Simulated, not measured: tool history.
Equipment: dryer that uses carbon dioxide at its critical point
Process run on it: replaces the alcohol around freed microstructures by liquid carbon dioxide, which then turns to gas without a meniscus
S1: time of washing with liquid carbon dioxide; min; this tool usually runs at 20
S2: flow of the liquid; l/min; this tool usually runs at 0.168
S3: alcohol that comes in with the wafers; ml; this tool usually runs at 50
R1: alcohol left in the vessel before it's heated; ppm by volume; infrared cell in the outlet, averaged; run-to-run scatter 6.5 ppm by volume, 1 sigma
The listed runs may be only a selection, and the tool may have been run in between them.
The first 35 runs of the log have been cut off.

run,hour,S1,S2,S3,R1
36,247.4,20,0.168,92,683
37,256.5,17,0.119,61,3770
38,260.6,26,0.206,50,142
39,264.9,16,0.15,20,759
40,270.5,16,0.15,20,754
41,274.9,22,0.218,67,168
42,281.9,21,0.101,67,3374
43,287,21,0.101,67,3427
44,294.6,29,0.249,93,133
45,304.2,15,0.241,50,365
46,312.5,17,0.241,50,242
47,321,26,0.141,27,231

Alternative continuations, all from the tool just after run 47; predict every row:
A,326.4,17,0.112,27,?
B,326.4,26,0.208,35,?
C,326.4,26,0.141,39,?
D,326.4,25,0.143,27,?

run,R1
A,2053
B,150
C,278
D,251
Without the tool's unlogged condition, the same runs would have read:
run,R1
A,1718
B,15
C,120
D,98
